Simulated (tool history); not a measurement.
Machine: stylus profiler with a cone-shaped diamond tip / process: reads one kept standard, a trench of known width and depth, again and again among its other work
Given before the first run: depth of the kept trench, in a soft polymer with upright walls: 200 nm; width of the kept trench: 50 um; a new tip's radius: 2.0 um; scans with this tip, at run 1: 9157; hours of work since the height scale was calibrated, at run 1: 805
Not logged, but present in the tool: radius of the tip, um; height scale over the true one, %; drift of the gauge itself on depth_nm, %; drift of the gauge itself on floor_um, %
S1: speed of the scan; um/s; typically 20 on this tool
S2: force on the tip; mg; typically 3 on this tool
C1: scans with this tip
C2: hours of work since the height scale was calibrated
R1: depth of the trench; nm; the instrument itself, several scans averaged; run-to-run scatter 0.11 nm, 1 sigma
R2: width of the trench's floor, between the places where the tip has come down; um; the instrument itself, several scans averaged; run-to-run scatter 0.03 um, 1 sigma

run 1 hour=0 | S1=20 S2=3 | C1=9157 C2=805 | R1=200.95 R2=47.24
run 2 hour=77.5 | S1=20 S2=3 | C1=9386 C2=854 | R1=201.32 R2=47.18
run 3 hour=132.8 | S1=20 S2=3 | C1=9550 C2=890 | R1=200.99 R2=47.18
run 4 hour=187.9 | S1=20 S2=3 | C1=9713 C2=925 | R1=201.08 R2=47.14
run 5 hour=234.5 | S1=28 S2=3 | C1=9851 C2=955 | R1=201.03 R2=47.14
run 6 hour=267.7 | S1=20 S2=5.45 | C1=9949 C2=976 | R1=201.97 R2=47.21
run 7 hour=338.1 | S1=20 S2=3 | C1=10157 C2=1021 | R1=201.06 R2=47.12
run 8 hour=379.7 | S1=20 S2=3 | C1=10280 C2=1048 | R1=200.95 R2=47.1
run 9 hour=420.9 | S1=5 S2=3 | C1=10402 C2=1074 | R1=200.97 R2=47.22
run 10 hour=490.3 | S1=20 S2=3 | C1=10608 C2=1119 | R1=200.83 R2=47.1
-- hour=524.4 height scale calibrated on a step standard
run 11 hour=532.6 | S1=20 S2=3 | C1=10732 C2=5 | R1=200.89 R2=47.09
run 12 hour=595.9 | S1=20 S2=3 | C1=10919 C2=46 | R1=200.51 R2=47.06
run 13 hour=629.4 | S1=20 S2=3 | C1=11018 C2=67 | R1=200.7 R2=47.06
run 14 hour=697.3 | S1=20 S2=3 | C1=11219 C2=111 | R1=200.65 R2=47.07
run 15 hour=740.1 | S1=20 S2=3 | C1=11346 C2=138 | R1=200.57 R2=47.04
-- hour=762.9 height scale calibrated on a step standard, once more
run 16 hour=780.7 | S1=20 S2=3 | C1=11464 C2=11 | R1=201.88 R2=47
run 17 hour=840.5 | S1=20 S2=5.85 | C1=11641 C2=50 | R1=202.74 R2=46.99
run 18 hour=896.5 | S1=20 S2=5.85 | C1=11807 C2=86 | R1=202.63 R2=46.96
run 19 hour=955.3 | S1=20 S2=5.85 | C1=11981 C2=123 | R1=202.73 R2=47.01
run 20 hour=1017.7 | S1=20 S2=5.85 | C1=12166 C2=163 | R1=202.72 R2=46.97
run 21 hour=1078.9 | S1=10 S2=3 | C1=12347 C2=202 | R1=201.63 R2=46.98
run 22 hour=1124.3 | S1=20 S2=3 | C1=12481 C2=231 | R1=201.49 R2=46.95
run 23 hour=1195.7 | S1=20 S2=3 | C1=12692 C2=277 | R1=201.76 R2=46.94
run 24 hour=1234.6 | S1=20 S2=3 | C1=12808 C2=302 | R1=201.55 R2=46.9
run 25 hour=1290.5 | S1=20 S2=3 | C1=12973 C2=338 | R1=201.56 R2=46.92
run 26 hour=1357.1 | S1=38 S2=2.02 | C1=13170 C2=380 | R1=201.08 R2=46.76
run 27 hour=1400.1 | S1=79 S2=1.24 | C1=13297 C2=408 | R1=200.65 R2=46.31
run 28 hour=1448.5 | S1=6 S2=1.5 | C1=13441 C2=439 | R1=200.81 R2=46.95
run 29 hour=1509.6 | S1=7 S2=2.3 | C1=13622 C2=478 | R1=201.04 R2=46.93
run 30 hour=1581.8 | S1=16 S2=1.56 | C1=13835 C2=524 | R1=200.67 R2=46.84
run 31 hour=1639.3 | S1=16 S2=1.56 | C1=14005 C2=561 | R1=200.61 R2=46.76
run 32 hour=1708.4 | S1=23 S2=1.51 | C1=14210 C2=605 | R1=200.77 R2=46.75
run 33 hour=1779.1 | S1=50 S2=1.9 | C1=14419 C2=651 | R1=200.8 R2=46.55
run 34 hour=1842 | S1=7 S2=8.15 | C1=14605 C2=691 | R1=202.9 R2=46.85
run 35 hour=1898.3 | S1=5 S2=1.83 | C1=14772 C2=727 | R1=200.72 R2=46.86
run 36 hour=1942.6 | S1=6 S2=3.76 | C1=14903 C2=755 | R1=201.31 R2=46.84

Run 37, settings as shown, results not yet in. Your forecast:
run 37 hour=2017.7 | S1=6 S2=3.76 | C1=15125 C2=803 | R1=? R2=?

R1: 201.41 nm
R2: 46.85 um
The same run, on a tool lacking any hidden state, would have yielded R1 202.12 nm, R2 48.25 um.
